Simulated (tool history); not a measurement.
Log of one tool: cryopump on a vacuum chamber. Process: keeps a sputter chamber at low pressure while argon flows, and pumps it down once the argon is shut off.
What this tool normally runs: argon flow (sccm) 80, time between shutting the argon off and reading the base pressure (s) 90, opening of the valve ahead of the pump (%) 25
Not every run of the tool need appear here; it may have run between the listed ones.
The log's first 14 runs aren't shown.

run    hour  argon flow (sccm)  time between shutting the argon off and reading the base pressure (s)  opening of the valve ahead of the pump (%)  hours of work since the pump was warmed up and emptied  hours of work since the cold head was overhauled  hours of work since the chamber's fittings were tightened  pressure while argon flows (Pa)  pressure after the wait (uPa)
 15   755.5                 33                                                                     90                                          25                                                     211                                              1129                                                       1020                           0.1519                           2.07
      804.6  -- leaking fittings of the chamber tightened, without venting
 16   815.8                 33                                                                     90                                          25                                                     261                                              1179                                                         10                           0.1532                           1.15
 17   858.2                 80                                                                     90                                          25                                                     297                                              1215                                                         46                           0.3720                           1.16
 18   915.1                 80                                                                     90                                          25                                                     346                                              1264                                                         95                           0.3747                           1.22
 19   983.0                 80                                                                     90                                          25                                                     405                                              1322                                                        153                           0.3767                           1.26
 20  1014.1                124                                                                     31                                          25                                                     431                                              1349                                                        180                           0.5896                           2.93
 21  1071.2                 65                                                                     90                                          24                                                     480                                              1398                                                        229                           0.3215                           1.37
 22  1105.9                 94                                                                     34                                          20                                                     510                                              1428                                                        259                           0.5545                           2.80
 23  1137.8                 33                                                                     90                                          38                                                     538                                              1455                                                        286                           0.1068                           1.44
 24  1206.1                 55                                                                     83                                          47                                                     596                                              1514                                                        345                           0.1474                           1.57
 25  1265.3                 55                                                                     83                                          47                                                     647                                              1565                                                        396                           0.1493                           1.65
 26  1331.8                 53                                                                     33                                          47                                                     705                                              1622                                                        453                           0.1456                           3.17
 27  1372.8                 53                                                                     43                                          17                                                     740                                              1658                                                        489                           0.3729                           2.67
 28  1407.2                 47                                                                     90                                          25                                                     769                                              1687                                                        518                           0.2298                           1.81
 29  1445.5                 81                                                                    147                                          30                                                     802                                              1720                                                        551                           0.3367                           1.53
 30  1508.1                 80                                                                     30                                          22                                                     856                                              1774                                                        605                           0.4452                           3.65
 31  1550.7                129                                                                    139                                          22                                                     893                                              1810                                                        641                           0.7229                           1.70
     1587.5  -- pump warmed up, emptied and cooled again
 32  1594.2                 64                                                                    158                                          39                                                       6                                              1844                                                        675                           0.1877                           1.35
 33  1635.3                140                                                                    115                                          26                                                      41                                              1879                                                        710                           0.6156                           1.55

5 ways to go on from here, each from the tool as it stands after run 33. What would each give?
  A  1707.1                 34                                                                     36                                          26                                                     103                                              1941                                                        772                                ?                              ?
  B  1707.1                 80                                                                     38                                          18                                                     103                                              1941                                                        772                                ?                              ?
  C  1707.1                 80                                                                     90                                          51                                                     103                                              1941                                                        772                                ?                              ?
  D  1707.1                152                                                                    293                                          26                                                     103                                              1941                                                        772                                ?                              ?
  E  1707.1                140                                                                    115                                          40                                                     103                                              1941                                                        772                                ?                              ?

run  pressure while argon flows (Pa)  pressure after the wait (uPa)
  A                           0.1511                           3.10
  B                           0.5076                           2.99
  C                           0.1830                           1.83
  D                           0.6748                           1.25
  E                           0.4058                           1.70
With no hidden state in the tool, these same runs would have given:
run  pressure while argon flows (Pa)  pressure after the wait (uPa)
  A                           0.1490                           2.31
  B                           0.5026                           2.19
  C                           0.1781                           1.03
  D                           0.6654                           0.45
  E                           0.3971                           0.90

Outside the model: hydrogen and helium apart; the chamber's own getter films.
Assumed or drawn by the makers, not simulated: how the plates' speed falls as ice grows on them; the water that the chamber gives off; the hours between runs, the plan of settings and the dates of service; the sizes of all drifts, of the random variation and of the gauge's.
